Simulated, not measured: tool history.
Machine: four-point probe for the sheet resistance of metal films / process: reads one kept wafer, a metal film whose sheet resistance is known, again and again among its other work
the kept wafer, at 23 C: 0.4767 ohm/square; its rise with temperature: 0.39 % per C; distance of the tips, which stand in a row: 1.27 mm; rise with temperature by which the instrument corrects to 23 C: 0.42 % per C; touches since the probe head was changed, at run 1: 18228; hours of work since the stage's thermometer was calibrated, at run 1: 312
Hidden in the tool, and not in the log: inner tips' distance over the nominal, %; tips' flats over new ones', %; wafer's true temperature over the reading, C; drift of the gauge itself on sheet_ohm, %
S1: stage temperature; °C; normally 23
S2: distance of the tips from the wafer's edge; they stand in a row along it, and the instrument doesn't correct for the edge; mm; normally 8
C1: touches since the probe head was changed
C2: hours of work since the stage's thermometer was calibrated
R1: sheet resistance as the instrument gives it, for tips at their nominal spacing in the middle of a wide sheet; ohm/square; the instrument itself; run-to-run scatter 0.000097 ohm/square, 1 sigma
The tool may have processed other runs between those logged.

{"run": 1, "hour": 0.0, "S1": 23, "S2": 8, "C1": 18228, "C2": 312, "R1": 0.483071}
{"run": 2, "hour": 61.8, "S1": 23, "S2": 8, "C1": 21008, "C2": 349, "R1": 0.482845}
{"run": 3, "hour": 162.4, "S1": 23, "S2": 8, "C1": 25532, "C2": 409, "R1": 0.482793}
{"run": 4, "hour": 280.9, "S1": 23, "S2": 8, "C1": 30866, "C2": 480, "R1": 0.482506}
{"run": 5, "hour": 362.7, "S1": 23, "S2": 8, "C1": 34545, "C2": 528, "R1": 0.482414}
{"run": 6, "hour": 425.2, "S1": 23, "S2": 8, "C1": 37359, "C2": 566, "R1": 0.482317}
{"run": 7, "hour": 514.3, "S1": 23, "S2": 8, "C1": 41368, "C2": 619, "R1": 0.482067}
{"run": 8, "hour": 633.5, "S1": 23, "S2": 8, "C1": 46729, "C2": 690, "R1": 0.481765}
{"hour": 647.0, "done": "stage's thermometer calibrated"}
{"run": 9, "hour": 720.9, "S1": 23, "S2": 8, "C1": 50638, "C2": 44, "R1": 0.481777}
{"run": 10, "hour": 811.2, "S1": 23, "S2": 8, "C1": 54700, "C2": 98, "R1": 0.481667}
{"run": 11, "hour": 916.2, "S1": 23, "S2": 8, "C1": 59425, "C2": 160, "R1": 0.481379}
{"run": 12, "hour": 1005.4, "S1": 23, "S2": 8, "C1": 63439, "C2": 214, "R1": 0.481065}
{"run": 13, "hour": 1071.1, "S1": 23, "S2": 8, "C1": 66393, "C2": 253, "R1": 0.48101}
{"run": 14, "hour": 1138.2, "S1": 23, "S2": 8, "C1": 69413, "C2": 293, "R1": 0.480937}
{"hour": 1224.5, "done": "stage's thermometer calibrated, once more"}
{"run": 15, "hour": 1235.8, "S1": 19, "S2": 8, "C1": 73781, "C2": 7, "R1": 0.480779}
{"run": 16, "hour": 1351.2, "S1": 19, "S2": 18, "C1": 78974, "C2": 76, "R1": 0.475388}
{"run": 17, "hour": 1482.1, "S1": 29, "S2": 6, "C1": 84863, "C2": 154, "R1": 0.483604}
{"run": 18, "hour": 1595.6, "S1": 29, "S2": 6, "C1": 89969, "C2": 221, "R1": 0.483378}
{"run": 19, "hour": 1670.9, "S1": 29, "S2": 6, "C1": 93355, "C2": 266, "R1": 0.48315}
{"run": 20, "hour": 1730.2, "S1": 29, "S2": 6, "C1": 96026, "C2": 301, "R1": 0.483238}
{"run": 21, "hour": 1793.3, "S1": 18, "S2": 3, "C1": 98865, "C2": 339, "R1": 0.515016}
{"run": 22, "hour": 1925.9, "S1": 26, "S2": 29, "C1": 104828, "C2": 418, "R1": 0.47241}
{"run": 23, "hour": 1997.6, "S1": 21, "S2": 8, "C1": 108056, "C2": 461, "R1": 0.479031}
{"hour": 2094.8, "done": "new probe head fitted"}
{"run": 24, "hour": 2103.3, "S1": 21, "S2": 8, "C1": 381, "C2": 523, "R1": 0.482302}
{"run": 25, "hour": 2215.5, "S1": 24, "S2": 8, "C1": 5432, "C2": 590, "R1": 0.481768}
{"run": 26, "hour": 2359.2, "S1": 26, "S2": 33, "C1": 11894, "C2": 676, "R1": 0.475047}
{"run": 27, "hour": 2493.5, "S1": 23, "S2": 6, "C1": 17938, "C2": 756, "R1": 0.486161}
{"run": 28, "hour": 2560.7, "S1": 23, "S2": 6, "C1": 20958, "C2": 796, "R1": 0.486031}
{"run": 29, "hour": 2643.2, "S1": 21, "S2": 3, "C1": 24672, "C2": 845, "R1": 0.516351}

Here are 3 independent what-if runs from the current tool condition. What would each one return?
{"run": "A", "hour": 2748.2, "S1": 22, "S2": 64, "C1": 29397, "C2": 908, "R1": "?"}
{"run": "B", "hour": 2748.2, "S1": 27, "S2": 3, "C1": 29397, "C2": 908, "R1": "?"}
{"run": "C", "hour": 2748.2, "S1": 24, "S2": 25, "C1": 29397, "C2": 908, "R1": "?"}

run=A R1=0.474697
run=B R1=0.515248
run=C R1=0.474912
With no hidden state in the tool, these same runs would have given:
run=A R1=0.476992
run=B R1=0.517725
run=C R1=0.477211

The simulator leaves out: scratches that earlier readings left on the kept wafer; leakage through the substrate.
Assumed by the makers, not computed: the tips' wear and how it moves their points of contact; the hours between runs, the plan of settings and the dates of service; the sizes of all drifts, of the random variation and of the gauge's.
